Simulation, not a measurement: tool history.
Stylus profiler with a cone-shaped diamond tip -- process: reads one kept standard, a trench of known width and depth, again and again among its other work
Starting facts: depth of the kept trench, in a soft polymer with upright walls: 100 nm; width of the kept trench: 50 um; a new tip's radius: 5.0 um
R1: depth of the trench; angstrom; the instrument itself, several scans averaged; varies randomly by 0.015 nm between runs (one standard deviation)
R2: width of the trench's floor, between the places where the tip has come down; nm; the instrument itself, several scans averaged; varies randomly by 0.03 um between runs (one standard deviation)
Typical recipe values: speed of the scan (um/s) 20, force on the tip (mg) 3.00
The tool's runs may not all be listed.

{"run": 1, "hour": 0.0, "speed of the scan (um/s)": 20, "force on the tip (mg)": 3.0, "R1": 1009.3, "R2": 47220}
{"run": 2, "hour": 18.8, "speed of the scan (um/s)": 20, "force on the tip (mg)": 3.0, "R1": 1009.5, "R2": 47160}
{"run": 3, "hour": 33.5, "speed of the scan (um/s)": 17, "force on the tip (mg)": 3.0, "R1": 1009.3, "R2": 47180}
{"run": 4, "hour": 59.5, "speed of the scan (um/s)": 20, "force on the tip (mg)": 3.0, "R1": 1009.6, "R2": 47160}
{"run": 5, "hour": 79.0, "speed of the scan (um/s)": 20, "force on the tip (mg)": 3.0, "R1": 1009.8, "R2": 47100}
{"run": 6, "hour": 99.2, "speed of the scan (um/s)": 20, "force on the tip (mg)": 3.0, "R1": 1009.4, "R2": 47060}
{"run": 7, "hour": 119.5, "speed of the scan (um/s)": 20, "force on the tip (mg)": 3.0, "R1": 1009.7, "R2": 47070}
{"run": 8, "hour": 143.5, "speed of the scan (um/s)": 20, "force on the tip (mg)": 3.0, "R1": 1009.8, "R2": 47000}
{"run": 9, "hour": 162.8, "speed of the scan (um/s)": 20, "force on the tip (mg)": 3.0, "R1": 1009.9, "R2": 47030}
{"run": 10, "hour": 187.8, "speed of the scan (um/s)": 20, "force on the tip (mg)": 3.0, "R1": 1009.6, "R2": 46970}
{"run": 11, "hour": 212.3, "speed of the scan (um/s)": 18, "force on the tip (mg)": 3.0, "R1": 1009.5, "R2": 46940}
{"run": 12, "hour": 229.9, "speed of the scan (um/s)": 41, "force on the tip (mg)": 3.0, "R1": 1009.7, "R2": 46960}
{"hour": 232.5, "done": "height scale calibrated on a step standard"}
{"run": 13, "hour": 253.9, "speed of the scan (um/s)": 64, "force on the tip (mg)": 3.0, "R1": 1010.5, "R2": 46810}
{"run": 14, "hour": 271.4, "speed of the scan (um/s)": 20, "force on the tip (mg)": 1.36, "R1": 1007.4, "R2": 46900}
{"run": 15, "hour": 292.9, "speed of the scan (um/s)": 20, "force on the tip (mg)": 1.36, "R1": 1007.2, "R2": 46810}
{"run": 16, "hour": 313.5, "speed of the scan (um/s)": 20, "force on the tip (mg)": 1.36, "R1": 1007.0, "R2": 46810}
{"hour": 316.3, "done": "height scale calibrated on a step standard, once more"}
{"run": 17, "hour": 334.4, "speed of the scan (um/s)": 20, "force on the tip (mg)": 4.9, "R1": 1011.6, "R2": 46810}
{"run": 18, "hour": 359.2, "speed of the scan (um/s)": 20, "force on the tip (mg)": 3.0, "R1": 1008.3, "R2": 46810}
{"run": 19, "hour": 380.6, "speed of the scan (um/s)": 20, "force on the tip (mg)": 6.05, "R1": 1013.4, "R2": 46800}
{"run": 20, "hour": 401.8, "speed of the scan (um/s)": 20, "force on the tip (mg)": 6.05, "R1": 1013.6, "R2": 46750}
{"run": 21, "hour": 412.8, "speed of the scan (um/s)": 6, "force on the tip (mg)": 4.48, "R1": 1011.3, "R2": 46750}
{"run": 22, "hour": 436.4, "speed of the scan (um/s)": 6, "force on the tip (mg)": 4.48, "R1": 1011.1, "R2": 46670}
{"run": 23, "hour": 455.0, "speed of the scan (um/s)": 12, "force on the tip (mg)": 3.82, "R1": 1009.9, "R2": 46700}
{"run": 24, "hour": 480.9, "speed of the scan (um/s)": 8, "force on the tip (mg)": 1.28, "R1": 1004.8, "R2": 46710}
{"run": 25, "hour": 492.0, "speed of the scan (um/s)": 8, "force on the tip (mg)": 1.28, "R1": 1005.3, "R2": 46740}
{"run": 26, "hour": 507.3, "speed of the scan (um/s)": 21, "force on the tip (mg)": 1.48, "R1": 1005.6, "R2": 46670}
{"run": 27, "hour": 519.3, "speed of the scan (um/s)": 21, "force on the tip (mg)": 1.48, "R1": 1005.6, "R2": 46600}
{"run": 28, "hour": 530.0, "speed of the scan (um/s)": 10, "force on the tip (mg)": 4.01, "R1": 1010.4, "R2": 46680}
{"run": 29, "hour": 551.2, "speed of the scan (um/s)": 10, "force on the tip (mg)": 4.01, "R1": 1010.8, "R2": 46670}
{"run": 30, "hour": 577.1, "speed of the scan (um/s)": 10, "force on the tip (mg)": 1.01, "R1": 1004.5, "R2": 46620}
{"run": 31, "hour": 596.8, "speed of the scan (um/s)": 6, "force on the tip (mg)": 4.07, "R1": 1010.7, "R2": 46570}
{"run": 32, "hour": 616.1, "speed of the scan (um/s)": 15, "force on the tip (mg)": 4.85, "R1": 1012.1, "R2": 46570}
{"run": 33, "hour": 640.6, "speed of the scan (um/s)": 19, "force on the tip (mg)": 2.4, "R1": 1007.9, "R2": 46530}
{"run": 34, "hour": 654.0, "speed of the scan (um/s)": 9, "force on the tip (mg)": 3.0, "R1": 1008.8, "R2": 46550}
{"run": 35, "hour": 669.9, "speed of the scan (um/s)": 18, "force on the tip (mg)": 5.7, "R1": 1013.2, "R2": 46440}
{"run": 36, "hour": 694.0, "speed of the scan (um/s)": 49, "force on the tip (mg)": 1.12, "R1": 1004.7, "R2": 46340}
{"run": 37, "hour": 717.0, "speed of the scan (um/s)": 6, "force on the tip (mg)": 2.2, "R1": 1007.4, "R2": 46450}
{"run": 38, "hour": 736.4, "speed of the scan (um/s)": 9, "force on the tip (mg)": 3.52, "R1": 1009.8, "R2": 46360}
{"run": 39, "hour": 754.5, "speed of the scan (um/s)": 9, "force on the tip (mg)": 1.11, "R1": 1004.7, "R2": 46400}
{"hour": 769.3, "done": "new tip fitted, height scale calibrated"}
{"run": 40, "hour": 776.7, "speed of the scan (um/s)": 9, "force on the tip (mg)": 1.11, "R1": 1004.7, "R2": 47970}

4 options for the next run, each taken on its own from the tool as it stands now. Forecast them:
{"run": "A", "hour": 794.2, "speed of the scan (um/s)": 43, "force on the tip (mg)": 1.13, "R1": "?", "R2": "?"}
{"run": "B", "hour": 794.2, "speed of the scan (um/s)": 9, "force on the tip (mg)": 7.28, "R1": "?", "R2": "?"}
{"run": "C", "hour": 794.2, "speed of the scan (um/s)": 10, "force on the tip (mg)": 1.11, "R1": "?", "R2": "?"}
{"run": "D", "hour": 794.2, "speed of the scan (um/s)": 9, "force on the tip (mg)": 7.24, "R1": "?", "R2": "?"}

run=A R1=1004.7 R2=47860
run=B R1=1015.7 R2=47950
run=C R1=1004.4 R2=47940
run=D R1=1015.5 R2=47880
With the hidden condition removed and each run's random variation left untouched, the same runs would have given:
run=A R1=1004.3 R2=47920
run=B R1=1015.3 R2=48000
run=C R1=1004.1 R2=48000
run=D R1=1015.1 R2=47930

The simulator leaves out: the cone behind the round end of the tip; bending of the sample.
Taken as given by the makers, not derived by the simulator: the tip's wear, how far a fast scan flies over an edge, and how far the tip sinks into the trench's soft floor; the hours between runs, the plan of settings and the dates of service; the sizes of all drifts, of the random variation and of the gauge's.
